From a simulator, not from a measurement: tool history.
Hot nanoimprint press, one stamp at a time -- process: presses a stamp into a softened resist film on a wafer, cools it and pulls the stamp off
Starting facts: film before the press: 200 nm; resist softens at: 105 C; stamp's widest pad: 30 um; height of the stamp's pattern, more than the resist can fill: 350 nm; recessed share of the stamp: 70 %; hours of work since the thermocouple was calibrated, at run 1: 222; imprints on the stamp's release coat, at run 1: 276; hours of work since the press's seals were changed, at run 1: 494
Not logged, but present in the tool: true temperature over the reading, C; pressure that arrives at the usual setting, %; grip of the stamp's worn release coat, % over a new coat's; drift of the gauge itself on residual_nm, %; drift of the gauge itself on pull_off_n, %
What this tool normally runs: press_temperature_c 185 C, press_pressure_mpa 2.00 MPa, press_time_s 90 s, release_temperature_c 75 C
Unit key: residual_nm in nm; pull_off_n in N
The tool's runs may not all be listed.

run	hour	press_temperature_c	press_pressure_mpa	press_time_s	release_temperature_c	hours of work since the thermocouple was calibrated	imprints on the stamp's release coat	hours of work since the press's seals were changed	residual_nm	pull_off_n
1	0.0	185	2.00	90	75	222	276	494	101.4	102
2	27.8	185	2.00	63	75	238	395	510	113.4	101
# hour 72.7: stamp cleaned and given a new release coat
3	81.2	185	2.00	90	75	266	37	538	102.1	106
# hour 104.5: plate thermocouple calibrated
4	146.3	183	2.00	90	75	24	303	574	110.6	103
5	179.7	183	2.00	90	75	44	447	593	109.8	108
# hour 210.1: stamp cleaned and given a new release coat
6	218.4	185	2.00	90	75	63	36	613	100.4	100
7	247.6	185	2.00	90	75	80	161	630	100.1	107
8	284.4	185	2.00	90	75	102	319	651	101.2	108
9	315.2	185	2.00	90	75	120	451	669	100.7	107
# hour 344.4: stamp cleaned and given a new release coat
10	369.9	185	2.00	90	75	148	109	698	101.4	104
11	424.5	185	2.00	90	75	180	343	730	101.0	107
12	468.4	185	1.29	90	75	206	531	755	119.2	104
# hour 477.9: stamp cleaned and given a new release coat
13	513.0	185	1.29	90	75	228	151	778	118.8	105
14	573.9	185	2.00	60	75	264	412	814	114.0	103
# hour 598.7: plate thermocouple calibrated
# hour 614.4: stamp cleaned and given a new release coat
15	622.8	185	2.00	60	75	11	36	837	113.5	108
# hour 678.6: press's hydraulic seals changed and the load cell set to zero
16	693.3	185	2.00	60	75	47	304	9	113.7	107
17	723.5	184	2.44	147	79	65	433	26	79.5	101
# hour 757.5: stamp cleaned and given a new release coat
# hour 765.7: gauge calibrated
18	784.1	184	2.44	64	71	97	114	58	109.6	109
19	847.5	191	2.00	154	71	134	386	95	62.8	115
# hour 893.5: stamp cleaned and given a new release coat
20	901.5	196	1.44	68	62	162	34	123	82.3	130
21	959.4	185	1.24	69	72	196	283	157	132.3	110
22	996.7	185	2.54	69	61	218	443	179	99.8	126
# hour 1026.1: stamp cleaned and given a new release coat
23	1033.9	185	1.85	83	75	236	34	197	106.4	103
24	1091.5	185	1.85	78	75	270	281	231	110.0	106
# hour 1109.4: plate thermocouple calibrated
25	1147.7	187	2.00	99	75	22	509	262	89.2	109
# hour 1164.6: stamp cleaned and given a new release coat
26	1202.4	187	2.00	99	75	51	162	291	88.8	104
27	1240.5	187	1.43	99	66	73	325	313	103.4	119
28	1287.5	179	2.85	90	67	101	527	340	110.1	121

Each row is a separate what-if for the run after 28, all from the same tool condition, not one after another. Results?
# hour 1297.7: stamp cleaned and given a new release coat
A	1351.5	179	1.57	79	71	135	230	374	?	?
# hour 1297.7: stamp cleaned and given a new release coat
B	1351.5	185	2.00	148	75	135	230	374	?	?
# hour 1297.7: stamp cleaned and given a new release coat
C	1351.5	185	2.00	126	78	135	230	374	?	?

run	residual_nm	pull_off_n
A	141.7	110
B	82.7	107
C	87.9	103
What these runs would have given with no unlogged condition in the tool:
run	residual_nm	pull_off_n
A	144.6	109
B	84.4	106
C	89.7	102
